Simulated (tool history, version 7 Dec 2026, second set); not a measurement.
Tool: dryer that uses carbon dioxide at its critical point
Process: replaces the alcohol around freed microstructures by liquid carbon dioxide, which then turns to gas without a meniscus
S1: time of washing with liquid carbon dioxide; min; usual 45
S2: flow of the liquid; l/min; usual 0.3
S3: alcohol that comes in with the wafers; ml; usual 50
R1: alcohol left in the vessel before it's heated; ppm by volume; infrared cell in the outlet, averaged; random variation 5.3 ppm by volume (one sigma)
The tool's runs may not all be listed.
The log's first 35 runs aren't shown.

Run 36, hour 647.6: usual settings but S1 30 min, S2 0.195 l/min, S3 22 ml. Result: R1 1326 ppm by volume.
Run 37, hour 674.2: usual settings but S1 48 min, S2 0.35 l/min, S3 56 ml. Result: R1 181 ppm by volume.
Run 38, hour 689.6: usual settings but S2 0.281 l/min, S3 43 ml. Result: R1 304 ppm by volume.
Run 39, hour 710.8: usual settings but S1 28 min, S2 0.205 l/min, S3 104 ml. Result: R1 6124 ppm by volume.
Run 40, hour 724.1: usual settings but S1 34 min, S2 0.183 l/min, S3 33 ml. Result: R1 1710 ppm by volume.
At hour 728.5: purifier's bed changed.
Run 41, hour 742.3: usual settings but S1 34 min, S2 0.29 l/min, S3 33 ml. Result: R1 450 ppm by volume.
Run 42, hour 766.3: usual settings but S1 33 min, S2 0.29 l/min, S3 61 ml. Result: R1 890 ppm by volume.
Run 43, hour 791.7: usual settings but S1 33 min, S2 0.29 l/min, S3 61 ml. Result: R1 896 ppm by volume.
Run 44, hour 804.8: usual settings but S1 49 min, S3 67 ml. Result: R1 157 ppm by volume.
Run 45, hour 829.2: usual settings but S1 49 min, S2 0.409 l/min, S3 46 ml. Result: R1 26 ppm by volume.
Run 46, hour 842: usual settings but S1 49 min, S2 0.409 l/min, S3 46 ml. Result: R1 40 ppm by volume.
Run 47, hour 865.7: usual settings but S1 49 min, S2 0.409 l/min, S3 46 ml. Result: R1 36 ppm by volume.

Forecast each of these 4 alternatives for the next run:
Run A, hour 880.8: usual settings but S1 53 min, S2 0.237 l/min. Result: R1 ?.
Run B, hour 880.8: usual settings but S1 34 min, S2 0.332 l/min, S3 78 ml. Result: R1 ?.
Run C, hour 880.8: usual settings but S1 49 min, S2 0.221 l/min, S3 46 ml. Result: R1 ?.
Run D, hour 880.8: usual settings but S3 24 ml. Result: R1 ?.

run   R1
  A  264
  B  670
  C  444
  D  120
Without the tool's hidden state the same runs would have given:
run   R1
  A  168
  B  457
  C  303
  D   74
